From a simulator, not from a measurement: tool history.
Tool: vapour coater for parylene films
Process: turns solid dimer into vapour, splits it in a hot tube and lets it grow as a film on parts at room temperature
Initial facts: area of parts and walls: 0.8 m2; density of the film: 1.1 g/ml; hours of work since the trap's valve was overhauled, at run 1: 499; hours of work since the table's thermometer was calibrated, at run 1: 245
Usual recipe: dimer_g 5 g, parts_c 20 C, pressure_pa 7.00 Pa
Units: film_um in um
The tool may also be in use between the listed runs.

run	hour	dimer_g	parts_c	pressure_pa	hours of work since the trap's valve was overhauled	hours of work since the table's thermometer was calibrated	film_um
1	0.0	5	20	7.00	499	245	3.77
2	12.5	5	20	7.00	504	250	3.81
3	34.0	5	20	7.00	513	259	3.76
4	45.1	5	20	7.00	518	264	3.74
5	65.1	5	20	7.70	526	273	3.68
6	82.1	5	20	7.70	534	280	3.69
7	97.8	5	20	7.70	540	287	3.67
# hour 111.9: trap's valve overhauled
8	118.2	5	20	7.00	3	294	3.74
9	138.3	5	20	7.00	11	302	3.75
10	161.4	4	20	7.00	21	312	2.97
11	178.9	5	20	7.00	29	320	3.72
12	195.2	5	20	7.00	36	327	3.70
13	208.6	5	20	7.00	41	333	3.71
14	220.7	8	20	7.00	47	338	5.91
15	231.8	7	20	7.00	51	343	5.17
16	242.6	7	20	7.00	56	347	5.17
# hour 245.7: gauge calibrated
17	261.2	7	20	7.00	64	355	5.31
18	271.4	7	20	7.00	68	360	5.29
19	282.8	7	20	7.00	73	364	5.27
20	302.8	7	20	7.00	82	373	5.27
21	314.2	7	20	7.00	87	378	5.30
22	326.1	7	20	7.00	92	383	5.26
23	347.4	5	20	7.71	101	392	3.70
24	368.2	5	20	7.71	110	401	3.66
25	387.2	5	19	7.00	118	409	3.81
26	408.1	2	13	7.00	127	418	1.71
27	422.6	8	18	9.34	133	424	5.87
28	442.0	3	30	6.74	142	433	1.84
29	464.7	5	15	2.07	151	442	5.15
30	483.9	5	18	2.29	160	451	4.71

Forecast run 31:
31	503.7	5	18	2.29	168	459	?

{"run 31": {"film_um": 4.73}}
With the hidden condition absent and the run-to-run variation left alone, this run would have shown film_um 4.87 um.

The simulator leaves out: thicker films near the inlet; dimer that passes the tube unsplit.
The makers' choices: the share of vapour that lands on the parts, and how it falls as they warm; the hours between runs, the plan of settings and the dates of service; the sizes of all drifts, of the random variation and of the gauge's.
